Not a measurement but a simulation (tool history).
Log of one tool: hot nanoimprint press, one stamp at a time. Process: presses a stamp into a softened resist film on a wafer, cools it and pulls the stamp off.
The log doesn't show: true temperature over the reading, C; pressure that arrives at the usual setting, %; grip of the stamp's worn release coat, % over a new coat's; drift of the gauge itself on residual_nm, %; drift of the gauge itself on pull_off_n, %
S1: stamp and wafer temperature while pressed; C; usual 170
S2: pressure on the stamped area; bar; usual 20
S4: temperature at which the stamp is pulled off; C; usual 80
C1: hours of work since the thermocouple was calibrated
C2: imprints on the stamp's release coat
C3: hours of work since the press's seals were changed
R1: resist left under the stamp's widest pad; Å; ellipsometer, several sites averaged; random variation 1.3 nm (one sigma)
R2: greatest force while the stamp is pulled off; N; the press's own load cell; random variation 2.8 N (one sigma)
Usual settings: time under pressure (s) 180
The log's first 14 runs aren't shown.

{"run": 15, "hour": 88.6, "S1": 170, "S2": 20, "time under pressure (s)": 342, "S4": 80, "C1": 436, "C2": 522, "C3": 79, "R1": 2044, "R2": 156}
{"run": 16, "hour": 98.0, "S1": 170, "S2": 20, "time under pressure (s)": 180, "S4": 80, "C1": 442, "C2": 564, "C3": 85, "R1": 2523, "R2": 155}
{"run": 17, "hour": 103.8, "S1": 170, "S2": 24.9, "time under pressure (s)": 224, "S4": 80, "C1": 445, "C2": 591, "C3": 88, "R1": 2160, "R2": 156}
{"run": 18, "hour": 112.4, "S1": 170, "S2": 20, "time under pressure (s)": 150, "S4": 78, "C1": 450, "C2": 630, "C3": 93, "R1": 2636, "R2": 167}
{"run": 19, "hour": 118.7, "S1": 170, "S2": 14.8, "time under pressure (s)": 100, "S4": 80, "C1": 454, "C2": 659, "C3": 97, "R1": 3158, "R2": 163}
{"hour": 122.3, "done": "plate thermocouple calibrated"}
{"run": 20, "hour": 130.3, "S1": 172, "S2": 15.8, "time under pressure (s)": 330, "S4": 80, "C1": 5, "C2": 698, "C3": 102, "R1": 2110, "R2": 163}
{"run": 21, "hour": 135.1, "S1": 177, "S2": 20, "time under pressure (s)": 180, "S4": 80, "C1": 7, "C2": 719, "C3": 104, "R1": 1853, "R2": 161}
{"run": 22, "hour": 142.8, "S1": 177, "S2": 20, "time under pressure (s)": 180, "S4": 80, "C1": 12, "C2": 754, "C3": 109, "R1": 1871, "R2": 160}
{"run": 23, "hour": 149.6, "S1": 162, "S2": 20, "time under pressure (s)": 180, "S4": 80, "C1": 16, "C2": 785, "C3": 113, "R1": 3321, "R2": 171}

Forecast run 24:
{"run": 24, "hour": 153.8, "S1": 167, "S2": 29.1, "time under pressure (s)": 106, "S4": 84, "C1": 18, "C2": 804, "C3": 115, "R1": "?", "R2": "?"}

R1: 2877 Å
R2: 148 N
Without the tool's hidden state the same run would have given R1 2709 Å, R2 118 N.
